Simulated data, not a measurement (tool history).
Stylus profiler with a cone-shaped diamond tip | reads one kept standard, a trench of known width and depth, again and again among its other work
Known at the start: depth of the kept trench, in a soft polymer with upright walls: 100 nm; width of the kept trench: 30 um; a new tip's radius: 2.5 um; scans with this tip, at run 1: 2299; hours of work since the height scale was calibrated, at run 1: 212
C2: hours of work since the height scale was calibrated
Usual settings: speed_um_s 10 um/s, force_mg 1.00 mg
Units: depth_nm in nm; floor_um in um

Run 1, hour 0.0: usual settings; scans with this tip 2299; C2 212. Result: depth_nm 100.84 nm, floor_um 28.35 um.
Run 2, hour 26.0: usual settings; scans with this tip 2506; C2 232. Result: depth_nm 100.68 nm, floor_um 28.30 um.
Run 3, hour 63.6: usual settings but speed_um_s 13 um/s; scans with this tip 2807; C2 259. Result: depth_nm 100.66 nm, floor_um 28.38 um.
Run 4, hour 116.6: usual settings but speed_um_s 13 um/s; scans with this tip 3229; C2 298. Result: depth_nm 100.66 nm, floor_um 28.30 um.
Run 5, hour 169.8: usual settings; scans with this tip 3654; C2 338. Result: depth_nm 100.67 nm, floor_um 28.28 um.
Run 6, hour 200.1: usual settings; scans with this tip 3896; C2 360. Result: depth_nm 100.73 nm, floor_um 28.32 um.
Run 7, hour 232.6: usual settings; scans with this tip 4155; C2 384. Result: depth_nm 100.68 nm, floor_um 28.21 um.
Run 8, hour 257.1: usual settings but speed_um_s 3 um/s; scans with this tip 4351; C2 402. Result: depth_nm 100.64 nm, floor_um 28.32 um.
Run 9, hour 282.2: usual settings but speed_um_s 3 um/s; scans with this tip 4551; C2 420. Result: depth_nm 100.71 nm, floor_um 28.28 um.
At hour 287.1: height scale calibrated on a step standard.
Run 10, hour 309.0: usual settings but speed_um_s 3 um/s; scans with this tip 4761; C2 16. Result: depth_nm 100.68 nm, floor_um 28.25 um.
Run 11, hour 338.0: usual settings; scans with this tip 4992; C2 37. Result: depth_nm 100.63 nm, floor_um 28.20 um.
Run 12, hour 375.4: usual settings; scans with this tip 5291; C2 65. Result: depth_nm 100.44 nm, floor_um 28.23 um.
Run 13, hour 405.0: usual settings; scans with this tip 5527; C2 87. Result: depth_nm 100.44 nm, floor_um 28.15 um.
Run 14, hour 441.8: usual settings but speed_um_s 6 um/s, force_mg 0.54 mg; scans with this tip 5821; C2 114. Result: depth_nm 100.27 nm, floor_um 28.17 um.
Run 15, hour 480.0: usual settings but force_mg 0.39 mg; scans with this tip 6127; C2 142. Result: depth_nm 100.05 nm, floor_um 28.06 um.
Run 16, hour 521.3: usual settings but speed_um_s 12 um/s, force_mg 1.95 mg; scans with this tip 6456; C2 173. Result: depth_nm 100.90 nm, floor_um 28.15 um.
Run 17, hour 556.1: usual settings but speed_um_s 12 um/s, force_mg 1.95 mg; scans with this tip 6733; C2 198. Result: depth_nm 100.91 nm, floor_um 28.10 um.
At hour 609.3: height scale calibrated on a step standard, once more.
Run 18, hour 611.2: usual settings but speed_um_s 12 um/s, force_mg 1.95 mg; scans with this tip 7169; C2 1. Result: depth_nm 101.24 nm, floor_um 28.09 um.
Run 19, hour 649.4: usual settings but speed_um_s 27 um/s, force_mg 0.42 mg; scans with this tip 7475; C2 30. Result: depth_nm 100.46 nm, floor_um 27.72 um.
Run 20, hour 698.3: usual settings but force_mg 1.42 mg; scans with this tip 7864; C2 66. Result: depth_nm 100.97 nm, floor_um 28.09 um.
Run 21, hour 721.3: usual settings but force_mg 1.42 mg; scans with this tip 8049; C2 83. Result: depth_nm 100.98 nm, floor_um 28.01 um.
Run 22, hour 760.6: usual settings but force_mg 1.42 mg; scans with this tip 8362; C2 112. Result: depth_nm 100.84 nm, floor_um 28.02 um.
Run 23, hour 804.9: usual settings but speed_um_s 29 um/s, force_mg 2.05 mg; scans with this tip 8715; C2 144. Result: depth_nm 101.27 nm, floor_um 27.90 um.
Run 24, hour 838.1: usual settings but speed_um_s 3 um/s, force_mg 1.73 mg; scans with this tip 8980; C2 169. Result: depth_nm 101.01 nm, floor_um 28.07 um.
Run 25, hour 871.7: usual settings but speed_um_s 7 um/s, force_mg 0.45 mg; scans with this tip 9249; C2 194. Result: depth_nm 100.45 nm, floor_um 27.96 um.

5 ways to go on from here, each from the tool as it stands after run 25. What would each give?
Run A, hour 927.9: usual settings but speed_um_s 7 um/s, force_mg 0.66 mg; scans with this tip 9697; C2 235. Result: depth_nm ?, floor_um ?.
Run B, hour 927.9: usual settings but speed_um_s 7 um/s, force_mg 0.57 mg; scans with this tip 9697; C2 235. Result: depth_nm ?, floor_um ?.
Run C, hour 927.9: usual settings but speed_um_s 2 um/s, force_mg 0.45 mg; scans with this tip 9697; C2 235. Result: depth_nm ?, floor_um ?.
Run D, hour 927.9: usual settings but force_mg 0.45 mg; scans with this tip 9697; C2 235. Result: depth_nm ?, floor_um ?.
Run E, hour 927.9: usual settings but speed_um_s 14 um/s, force_mg 0.45 mg; scans with this tip 9697; C2 235. Result: depth_nm ?, floor_um ?.

run  depth_nm  floor_um
  A    100.41     27.95
  B    100.43     27.92
  C    100.50     27.95
  D    100.25     27.84
  E    100.40     27.86
Without the tool's hidden state the same runs would have given:
run  depth_nm  floor_um
  A    100.51     28.51
  B    100.54     28.48
  C    100.61     28.51
  D    100.36     28.41
  E    100.51     28.42
